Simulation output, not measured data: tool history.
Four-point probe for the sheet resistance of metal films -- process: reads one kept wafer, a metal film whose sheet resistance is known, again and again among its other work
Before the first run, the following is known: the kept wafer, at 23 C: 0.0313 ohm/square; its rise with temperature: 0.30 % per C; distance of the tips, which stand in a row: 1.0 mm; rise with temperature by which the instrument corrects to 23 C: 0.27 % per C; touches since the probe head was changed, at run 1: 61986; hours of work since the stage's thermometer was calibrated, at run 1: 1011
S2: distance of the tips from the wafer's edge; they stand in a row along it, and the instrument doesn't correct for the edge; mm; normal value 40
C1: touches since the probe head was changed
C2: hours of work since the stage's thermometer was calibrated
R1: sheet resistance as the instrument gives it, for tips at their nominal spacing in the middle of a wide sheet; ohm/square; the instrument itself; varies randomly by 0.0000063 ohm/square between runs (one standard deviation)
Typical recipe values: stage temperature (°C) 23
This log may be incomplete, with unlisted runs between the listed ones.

run 1 hour=0 | stage_temperature_(°C)=23 S2=40 | C1=61986 C2=1011 | R1=0.031428
run 2 hour=65.3 | stage_temperature_(°C)=20 S2=40 | C1=63369 C2=1057 | R1=0.031392
run 3 hour=143.1 | stage_temperature_(°C)=23 S2=40 | C1=65018 C2=1112 | R1=0.031424
run 4 hour=198.4 | stage_temperature_(°C)=23 S2=40 | C1=66188 C2=1150 | R1=0.031445
run 5 hour=254.1 | stage_temperature_(°C)=23 S2=5 | C1=67369 C2=1190 | R1=0.032087
run 6 hour=316.3 | stage_temperature_(°C)=23 S2=47 | C1=68686 C2=1233 | R1=0.031447
run 7 hour=391.9 | stage_temperature_(°C)=23 S2=47 | C1=70288 C2=1286 | R1=0.031442
run 8 hour=448.8 | stage_temperature_(°C)=23 S2=47 | C1=71492 C2=1326 | R1=0.031441
run 9 hour=524.8 | stage_temperature_(°C)=19 S2=5 | C1=73104 C2=1380 | R1=0.032068
run 10 hour=592.8 | stage_temperature_(°C)=26 S2=19 | C1=74543 C2=1428 | R1=0.031521
run 11 hour=627.1 | stage_temperature_(°C)=26 S2=19 | C1=75269 C2=1452 | R1=0.031525
run 12 hour=691.3 | stage_temperature_(°C)=26 S2=19 | C1=76629 C2=1497 | R1=0.031542
run 13 hour=738.9 | stage_temperature_(°C)=29 S2=68 | C1=77637 C2=1530 | R1=0.031523
run 14 hour=808.3 | stage_temperature_(°C)=26 S2=17 | C1=79107 C2=1579 | R1=0.031559
run 15 hour=847.9 | stage_temperature_(°C)=28 S2=17 | C1=79946 C2=1607 | R1=0.031567
run 16 hour=880.9 | stage_temperature_(°C)=29 S2=19 | C1=80647 C2=1630 | R1=0.031579

Alternative continuations, all from the tool just after run 16; predict every row:
run A hour=927.1 | stage_temperature_(°C)=29 S2=5 | C1=81623 C2=1663 | R1=?
run B hour=927.1 | stage_temperature_(°C)=18 S2=40 | C1=81623 C2=1663 | R1=?
run C hour=927.1 | stage_temperature_(°C)=23 S2=40 | C1=81623 C2=1663 | R1=?

run=A R1=0.032195
run=B R1=0.03144
run=C R1=0.031475
What these runs would have given with no unlogged condition in the tool:
run=A R1=0.032021
run=B R1=0.031268
run=C R1=0.031303

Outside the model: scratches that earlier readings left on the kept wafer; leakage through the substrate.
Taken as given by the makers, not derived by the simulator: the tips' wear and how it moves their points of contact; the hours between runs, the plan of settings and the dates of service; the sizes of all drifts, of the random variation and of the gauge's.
